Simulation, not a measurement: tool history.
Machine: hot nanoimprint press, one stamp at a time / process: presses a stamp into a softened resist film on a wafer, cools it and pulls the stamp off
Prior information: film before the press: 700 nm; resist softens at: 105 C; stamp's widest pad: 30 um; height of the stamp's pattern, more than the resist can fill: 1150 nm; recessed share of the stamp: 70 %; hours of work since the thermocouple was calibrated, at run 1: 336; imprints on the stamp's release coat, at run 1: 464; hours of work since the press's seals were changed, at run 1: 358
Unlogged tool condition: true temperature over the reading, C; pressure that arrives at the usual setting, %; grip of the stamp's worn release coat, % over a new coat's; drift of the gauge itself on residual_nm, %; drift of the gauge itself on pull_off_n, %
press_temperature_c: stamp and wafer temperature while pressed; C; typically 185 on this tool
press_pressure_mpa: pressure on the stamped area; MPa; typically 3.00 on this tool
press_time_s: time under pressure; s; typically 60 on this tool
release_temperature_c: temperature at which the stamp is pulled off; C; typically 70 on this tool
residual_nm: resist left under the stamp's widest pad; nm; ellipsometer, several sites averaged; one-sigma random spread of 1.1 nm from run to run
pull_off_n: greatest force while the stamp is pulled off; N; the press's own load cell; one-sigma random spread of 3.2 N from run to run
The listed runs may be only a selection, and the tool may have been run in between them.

run	day	press_temperature_c	press_pressure_mpa	press_time_s	release_temperature_c	hours of work since the thermocouple was calibrated	imprints on the stamp's release coat	hours of work since the press's seals were changed	residual_nm	pull_off_n
1	0.000	185	3.00	60	70	336	464	358	406.0	147
2	0.554	185	3.00	60	70	343	520	365	407.2	147
3	1.512	185	3.00	60	70	355	616	377	406.5	149
# day 2.617: plate thermocouple calibrated
4	2.892	185	3.00	60	70	3	742	393	407.2	153
5	3.488	185	3.00	60	70	11	803	401	407.0	152
6	4.575	185	3.00	60	70	25	912	414	406.4	154
7	5.329	185	3.00	60	70	34	988	424	406.3	154
8	6.212	185	3.00	60	70	46	1077	435	406.1	153
9	7.504	185	3.00	60	70	62	1207	452	403.9	152
10	8.138	185	3.00	60	70	70	1270	460	405.1	149
# day 8.508: stamp cleaned and given a new release coat
11	9.192	185	3.00	60	70	80	68	470	405.3	152
12	9.888	184	3.00	60	70	89	138	479	416.2	154
13	10.846	185	3.51	60	70	101	235	491	379.9	148
14	11.688	185	3.51	60	70	112	319	502	377.4	149
15	12.400	185	3.51	60	70	121	391	511	379.2	151
16	13.350	185	3.51	60	70	133	486	523	377.8	151
17	14.062	180	2.21	50	71	142	558	532	530.1	151
18	15.088	176	2.21	50	73	155	661	545	569.8	141
19	16.388	176	2.21	50	73	172	792	561	567.4	137
20	16.996	176	2.21	50	73	180	854	569	566.0	144
21	17.854	176	2.21	38	73	190	940	580	590.7	140
22	18.688	176	2.27	38	73	201	1023	591	585.0	138
23	19.404	176	1.89	113	64	210	1096	600	510.8	159
24	20.046	176	1.89	113	64	218	1160	608	509.7	172
25	20.675	191	4.37	55	56	226	1224	616	296.2	190
# day 21.500: stamp cleaned and given a new release coat
26	22.092	191	4.37	55	56	241	60	631	297.8	199
27	22.771	191	4.37	55	56	250	128	639	298.4	185
28	23.979	191	4.37	63	77	265	250	655	283.9	135
29	24.892	185	2.02	76	67	277	342	666	450.3	156

Each row is a separate what-if for the run after 29, all from the same tool condition, not one after another. Results?
A	25.825	185	3.76	76	77	288	436	678	?	?
B	25.825	185	4.74	60	62	288	436	678	?	?
C	25.825	175	3.00	60	70	288	436	678	?	?
D	25.825	185	4.56	46	55	288	436	678	?	?

run	residual_nm	pull_off_n
A	339.6	132
B	325.8	173
C	514.1	151
D	359.7	191
Stripped of hidden state, with their random variation kept, the same runs would have yielded:
run	residual_nm	pull_off_n
A	339.3	132
B	325.5	172
C	513.8	150
D	359.4	190
